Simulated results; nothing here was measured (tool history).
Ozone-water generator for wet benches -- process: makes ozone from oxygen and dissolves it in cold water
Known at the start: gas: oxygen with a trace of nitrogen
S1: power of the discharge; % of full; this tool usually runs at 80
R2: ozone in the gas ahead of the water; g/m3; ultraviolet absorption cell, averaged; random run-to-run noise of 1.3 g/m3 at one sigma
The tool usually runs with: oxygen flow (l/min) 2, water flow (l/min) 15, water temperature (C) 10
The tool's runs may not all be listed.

run 1 hour=0 | S1=80 oxygen_flow_(l/min)=2 water_flow_(l/min)=15 water_temperature_(C)=10 | dissolved_ozone_(ppm)=16.6 R2=218
run 2 hour=172.1 | S1=80 oxygen_flow_(l/min)=2 water_flow_(l/min)=15 water_temperature_(C)=10 | dissolved_ozone_(ppm)=16.8 R2=215.6
-- hour=244 water thermometer calibrated
run 3 hour=355.6 | S1=80 oxygen_flow_(l/min)=2 water_flow_(l/min)=15 water_temperature_(C)=10 | dissolved_ozone_(ppm)=16.7 R2=215.9
run 4 hour=470.7 | S1=80 oxygen_flow_(l/min)=2 water_flow_(l/min)=15 water_temperature_(C)=10 | dissolved_ozone_(ppm)=16.6 R2=216.7
run 5 hour=621.1 | S1=80 oxygen_flow_(l/min)=2 water_flow_(l/min)=15 water_temperature_(C)=10 | dissolved_ozone_(ppm)=16.4 R2=213.1
run 6 hour=810.7 | S1=80 oxygen_flow_(l/min)=2 water_flow_(l/min)=15 water_temperature_(C)=10 | dissolved_ozone_(ppm)=16 R2=212.4
-- hour=834.6 contactor cleaned
run 7 hour=928.7 | S1=80 oxygen_flow_(l/min)=2 water_flow_(l/min)=15 water_temperature_(C)=10 | dissolved_ozone_(ppm)=16.5 R2=212.6
run 8 hour=1125.2 | S1=80 oxygen_flow_(l/min)=2 water_flow_(l/min)=15 water_temperature_(C)=10 | dissolved_ozone_(ppm)=16.4 R2=208.2
run 9 hour=1304.3 | S1=80 oxygen_flow_(l/min)=2 water_flow_(l/min)=15 water_temperature_(C)=10 | dissolved_ozone_(ppm)=16.5 R2=207
run 10 hour=1481 | S1=80 oxygen_flow_(l/min)=2 water_flow_(l/min)=15 water_temperature_(C)=10 | dissolved_ozone_(ppm)=16.1 R2=206
run 11 hour=1673.5 | S1=80 oxygen_flow_(l/min)=2 water_flow_(l/min)=15 water_temperature_(C)=10 | dissolved_ozone_(ppm)=15.8 R2=207.2
run 12 hour=1818.7 | S1=80 oxygen_flow_(l/min)=2 water_flow_(l/min)=15 water_temperature_(C)=10 | dissolved_ozone_(ppm)=16.1 R2=203
run 13 hour=2005.2 | S1=80 oxygen_flow_(l/min)=2 water_flow_(l/min)=15 water_temperature_(C)=10 | dissolved_ozone_(ppm)=15.9 R2=202.9
run 14 hour=2181.7 | S1=80 oxygen_flow_(l/min)=2 water_flow_(l/min)=15 water_temperature_(C)=10 | dissolved_ozone_(ppm)=15.8 R2=200
run 15 hour=2361.7 | S1=80 oxygen_flow_(l/min)=2 water_flow_(l/min)=15 water_temperature_(C)=10 | dissolved_ozone_(ppm)=15.7 R2=199.5
run 16 hour=2457.4 | S1=80 oxygen_flow_(l/min)=2 water_flow_(l/min)=15 water_temperature_(C)=10 | dissolved_ozone_(ppm)=15.5 R2=200.2
run 17 hour=2539.9 | S1=80 oxygen_flow_(l/min)=2 water_flow_(l/min)=15 water_temperature_(C)=10 | dissolved_ozone_(ppm)=15.7 R2=198.8
run 18 hour=2743.9 | S1=80 oxygen_flow_(l/min)=2 water_flow_(l/min)=15 water_temperature_(C)=10 | dissolved_ozone_(ppm)=15.3 R2=194.8
run 19 hour=2849.9 | S1=55 oxygen_flow_(l/min)=2.05 water_flow_(l/min)=22 water_temperature_(C)=5 | dissolved_ozone_(ppm)=8 R2=143
run 20 hour=2989.7 | S1=73 oxygen_flow_(l/min)=2.01 water_flow_(l/min)=10 water_temperature_(C)=6 | dissolved_ozone_(ppm)=20.8 R2=181.3
run 21 hour=3182.1 | S1=80 oxygen_flow_(l/min)=1.96 water_flow_(l/min)=14 water_temperature_(C)=10 | dissolved_ozone_(ppm)=16 R2=194.7
run 22 hour=3311 | S1=51 oxygen_flow_(l/min)=2.3 water_flow_(l/min)=16 water_temperature_(C)=7 | dissolved_ozone_(ppm)=10.2 R2=124.1
run 23 hour=3416.4 | S1=80 oxygen_flow_(l/min)=2.92 water_flow_(l/min)=15 water_temperature_(C)=8 | dissolved_ozone_(ppm)=15.6 R2=151.5
run 24 hour=3594.5 | S1=80 oxygen_flow_(l/min)=1.49 water_flow_(l/min)=18 water_temperature_(C)=8 | dissolved_ozone_(ppm)=11.5 R2=225.1
run 25 hour=3744.2 | S1=80 oxygen_flow_(l/min)=1.49 water_flow_(l/min)=18 water_temperature_(C)=8 | dissolved_ozone_(ppm)=11.5 R2=223
run 26 hour=3870.4 | S1=80 oxygen_flow_(l/min)=1.49 water_flow_(l/min)=18 water_temperature_(C)=8 | dissolved_ozone_(ppm)=11.4 R2=223.1
run 27 hour=4026.5 | S1=80 oxygen_flow_(l/min)=1.49 water_flow_(l/min)=18 water_temperature_(C)=8 | dissolved_ozone_(ppm)=11.4 R2=219.7
run 28 hour=4111.2 | S1=60 oxygen_flow_(l/min)=2.96 water_flow_(l/min)=13 water_temperature_(C)=5 | dissolved_ozone_(ppm)=14.3 R2=117.3
run 29 hour=4257.1 | S1=47 oxygen_flow_(l/min)=2 water_flow_(l/min)=12 water_temperature_(C)=10 | dissolved_ozone_(ppm)=11.6 R2=122.5
run 30 hour=4354.3 | S1=47 oxygen_flow_(l/min)=1.32 water_flow_(l/min)=12 water_temperature_(C)=8 | dissolved_ozone_(ppm)=10.8 R2=156.9
run 31 hour=4487 | S1=47 oxygen_flow_(l/min)=1.32 water_flow_(l/min)=12 water_temperature_(C)=8 | dissolved_ozone_(ppm)=10.9 R2=156.3
-- hour=4534.5 contactor cleaned
run 32 hour=4668.8 | S1=47 oxygen_flow_(l/min)=1.32 water_flow_(l/min)=12 water_temperature_(C)=8 | dissolved_ozone_(ppm)=11 R2=154.2
run 33 hour=4824.4 | S1=80 oxygen_flow_(l/min)=2 water_flow_(l/min)=15 water_temperature_(C)=6 | dissolved_ozone_(ppm)=14.4 R2=178.7

Had the tool no unlogged condition, and each run kept its random variation, what would the results have been?
Hidden state present: yield of the discharge, % of new electrodes'; contactor's efficiency, % of a clean one's; true water temperature over the reading, C; drift of the gauge itself on ozone_ppm, %; drift of the gauge itself on gas_g_m3, %.
run=1 dissolved_ozone_(ppm)=18.1 R2=229.7
run=2 dissolved_ozone_(ppm)=18.5 R2=228.7
run=3 dissolved_ozone_(ppm)=18.4 R2=230.6
run=4 dissolved_ozone_(ppm)=18.4 R2=232.4
run=5 dissolved_ozone_(ppm)=18.4 R2=230.1
run=6 dissolved_ozone_(ppm)=18.1 R2=230.9
run=7 dissolved_ozone_(ppm)=18.1 R2=232.3
run=8 dissolved_ozone_(ppm)=18.2 R2=229.5
run=9 dissolved_ozone_(ppm)=18.5 R2=229.9
run=10 dissolved_ozone_(ppm)=18.2 R2=230.3
run=11 dissolved_ozone_(ppm)=18 R2=233.6
run=12 dissolved_ozone_(ppm)=18.4 R2=230.2
run=13 dissolved_ozone_(ppm)=18.4 R2=231.7
run=14 dissolved_ozone_(ppm)=18.5 R2=230.3
run=15 dissolved_ozone_(ppm)=18.4 R2=231.4
run=16 dissolved_ozone_(ppm)=18.3 R2=233.2
run=17 dissolved_ozone_(ppm)=18.6 R2=232.5
run=18 dissolved_ozone_(ppm)=18.3 R2=229.7
run=19 dissolved_ozone_(ppm)=9.2 R2=161.2
run=20 dissolved_ozone_(ppm)=24.9 R2=213.4
run=21 dissolved_ozone_(ppm)=19.6 R2=233.9
run=22 dissolved_ozone_(ppm)=11.8 R2=140.4
run=23 dissolved_ozone_(ppm)=19.5 R2=184.1
run=24 dissolved_ozone_(ppm)=14.5 R2=275.5
run=25 dissolved_ozone_(ppm)=14.6 R2=274.8
run=26 dissolved_ozone_(ppm)=14.5 R2=276.6
run=27 dissolved_ozone_(ppm)=14.7 R2=274.3
run=28 dissolved_ozone_(ppm)=17.6 R2=140
run=29 dissolved_ozone_(ppm)=13.8 R2=140.8
run=30 dissolved_ozone_(ppm)=12.9 R2=180.8
run=31 dissolved_ozone_(ppm)=13 R2=181
run=32 dissolved_ozone_(ppm)=12.9 R2=179.4
run=33 dissolved_ozone_(ppm)=18.8 R2=231.2
